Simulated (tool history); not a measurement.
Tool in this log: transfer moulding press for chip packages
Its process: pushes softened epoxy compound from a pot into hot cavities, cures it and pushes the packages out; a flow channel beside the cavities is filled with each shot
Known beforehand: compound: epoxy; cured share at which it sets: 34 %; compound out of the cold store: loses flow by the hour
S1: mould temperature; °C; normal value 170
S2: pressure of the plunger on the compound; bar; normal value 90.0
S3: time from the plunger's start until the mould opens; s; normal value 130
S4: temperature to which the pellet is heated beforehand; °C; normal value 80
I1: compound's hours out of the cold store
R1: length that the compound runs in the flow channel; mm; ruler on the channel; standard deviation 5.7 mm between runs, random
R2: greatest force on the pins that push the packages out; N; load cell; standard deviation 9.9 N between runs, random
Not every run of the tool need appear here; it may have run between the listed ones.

run	hour	S1	S2	S3	S4	I1	R1	R2
1	0.0	170	90.0	130	80	24.3	984	937
# hour 26.0: cavities cleaned with cleaning compound and waxed
2	26.9	170	82.2	130	80	29.8	919	513
3	54.5	170	82.2	130	80	19.9	958	751
4	81.0	170	82.2	130	80	40.1	881	874
5	107.5	170	82.2	130	80	36.1	886	949
# hour 120.2: cavities cleaned with cleaning compound and waxed
6	123.9	170	90.0	130	80	25.3	969	521
7	148.5	170	90.0	130	80	24.6	981	744
8	171.1	170	90.0	130	80	14.7	1006	879
9	200.3	170	90.0	130	80	11.7	1020	955
# hour 213.3: cavities cleaned with cleaning compound and waxed
10	225.4	170	90.0	130	80	9.3	1030	618
# hour 243.8: plunger's sealing rings changed
11	253.4	170	90.0	130	80	26.8	978	779
12	284.7	170	90.0	130	80	44.5	904	863
# hour 311.2: cavities cleaned with cleaning compound and waxed
13	317.9	170	84.2	130	80	25.7	950	540
14	338.8	170	84.2	130	80	24.7	956	763
15	368.4	170	84.2	130	80	33.5	910	880
16	390.8	172	74.5	118	71	19.0	900	1005
# hour 404.7: cavities cleaned with cleaning compound and waxed
17	415.8	163	80.7	160	82	20.4	986	687
18	434.3	168	90.0	130	77	30.1	967	850
19	465.2	172	88.3	162	72	36.7	900	684
20	488.9	170	104.4	121	79	10.5	1107	1148
# hour 498.4: cavities cleaned with cleaning compound and waxed
21	506.8	170	104.4	121	79	18.2	1076	655
22	535.6	178	74.6	145	81	33.4	816	593
23	556.7	177	106.9	145	81	15.1	1042	693
# hour 578.6: plunger's sealing rings changed
24	584.3	177	106.9	145	81	12.2	1096	760
# hour 595.1: cavities cleaned with cleaning compound and waxed
25	600.4	168	91.6	145	81	28.2	989	511
26	614.8	173	91.6	149	81	38.4	928	550
27	630.8	164	74.8	119	84	45.5	856	1316
28	653.0	170	90.0	122	81	23.9	999	1012

How would selected steps in R1 from run to run divide? Give the signed amount a tool lacking its hidden state would still show from settings, what came in and random variation, and the signed amount left for the hidden state, including any gauge scatter that is not in both of the compared results.
The hidden state here: true mould temperature over the reading, C; pressure that reaches the compound, % of what is set; grip of the stained cavities, % over clean ones'; drift of the gauge itself on flow_mm, %; drift of the gauge itself on push_out_n, %.
Run 10 -> 11: plunger's sealing rings changed. R1 -52 mm: hidden state +21, all else -73.
Run 21 -> 22: S1 170 -> 178, S2 104.4 -> 74.6, S3 121 -> 145, S4 79 -> 81. R1 -260 mm: hidden state +2, all else -262.
Run 22 -> 23: S1 178 -> 177, S2 74.6 -> 106.9. R1 +226 mm: hidden state -6, all else +232.
Run 23 -> 24: plunger's sealing rings changed. R1 +54 mm: hidden state +28, all else +26.
